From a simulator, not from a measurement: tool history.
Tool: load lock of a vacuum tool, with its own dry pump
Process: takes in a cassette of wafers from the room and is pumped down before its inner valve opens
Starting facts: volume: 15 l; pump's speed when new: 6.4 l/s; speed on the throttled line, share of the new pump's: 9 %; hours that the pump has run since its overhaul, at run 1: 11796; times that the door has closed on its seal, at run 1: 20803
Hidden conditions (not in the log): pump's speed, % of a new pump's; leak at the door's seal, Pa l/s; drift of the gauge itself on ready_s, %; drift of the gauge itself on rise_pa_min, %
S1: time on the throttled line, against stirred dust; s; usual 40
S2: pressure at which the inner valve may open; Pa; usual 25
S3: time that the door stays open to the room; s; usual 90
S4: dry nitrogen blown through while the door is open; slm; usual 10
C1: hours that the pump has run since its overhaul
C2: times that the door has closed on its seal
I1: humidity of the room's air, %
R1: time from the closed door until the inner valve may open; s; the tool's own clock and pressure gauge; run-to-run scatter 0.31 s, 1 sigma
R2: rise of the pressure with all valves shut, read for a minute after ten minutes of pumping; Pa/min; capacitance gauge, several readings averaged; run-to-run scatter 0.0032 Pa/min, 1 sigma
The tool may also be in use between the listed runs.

run,hour,S1,S2,S3,S4,C1,C2,I1,R1,R2
1,0.0,40,25,90,10,11796,20803,44.3,58.3,0.172
2,392.1,40,25,90,10,12188,21201,46.2,58.7,0.183
3,624.5,40,38,90,10,12421,21436,44.2,57.3,0.174
4,910.1,40,38,90,10,12706,21726,45.2,57.1,0.179
5,1179.5,40,38,90,10,12976,22000,45.6,57.4,0.177
6,1430.8,40,25,90,19,13227,22255,45.1,58.9,0.160
7,1654.0,40,25,90,19,13450,22481,44.3,58.3,0.161
8,2153.0,40,25,151,19,13949,22988,50.2,58.8,0.207
9,2385.0,40,25,26,10,14181,23223,47.0,58.5,0.132
10,2828.6,40,25,26,10,14625,23674,42.4,59.0,0.130
11,3217.7,40,25,26,10,15014,24069,48.2,58.7,0.141
12,3680.1,40,25,26,10,15476,24538,42.7,58.9,0.137
13,4017.8,40,20,26,10,15814,24881,45.3,59.4,0.147
14,4245.9,22,27,26,19,16042,25112,43.0,42.5,0.130
15,4586.5,22,42,221,19,16383,25458,45.8,41.6,0.232
16,5048.1,22,42,221,19,16844,25926,41.4,42.1,0.223
17,5538.3,40,34,34,10,17334,26424,47.3,58.5,0.161
18,5984.4,40,38,90,10,17781,26877,44.6,58.4,0.208
19,6433.3,40,38,90,10,18229,27332,46.1,57.8,0.211
20,6747.5,40,38,90,10,18544,27651,40.2,57.9,0.196
21,6957.1,40,24,90,19,18753,27864,45.0,59.3,0.189
22,7181.3,20,25,90,4,18977,28092,42.2,41.7,0.230
23,7618.1,25,25,90,10,19414,28535,46.3,46.5,0.228
24,7996.5,25,25,90,10,19793,28919,46.9,46.4,0.223

Branching from run 24: 5 alternative next runs. What would each branch give?
A,8313.1,25,36,90,17,20109,29240,44.4,?,?
B,8313.1,40,22,225,10,20109,29240,45.4,?,?
C,8313.1,47,25,231,9,20109,29240,47.0,?,?
D,8313.1,40,25,185,10,20109,29240,48.0,?,?
E,8313.1,25,25,90,21,20109,29240,44.5,?,?

run,R1,R2
A,45.1,0.201
B,60.3,0.291
C,66.3,0.317
D,60.2,0.285
E,46.4,0.191
Take away the tool's hidden state, keep each run's random variation, and the runs would have read:
run,R1,R2
A,41.0,0.089
B,56.3,0.180
C,62.5,0.204
D,56.2,0.174
E,42.0,0.081

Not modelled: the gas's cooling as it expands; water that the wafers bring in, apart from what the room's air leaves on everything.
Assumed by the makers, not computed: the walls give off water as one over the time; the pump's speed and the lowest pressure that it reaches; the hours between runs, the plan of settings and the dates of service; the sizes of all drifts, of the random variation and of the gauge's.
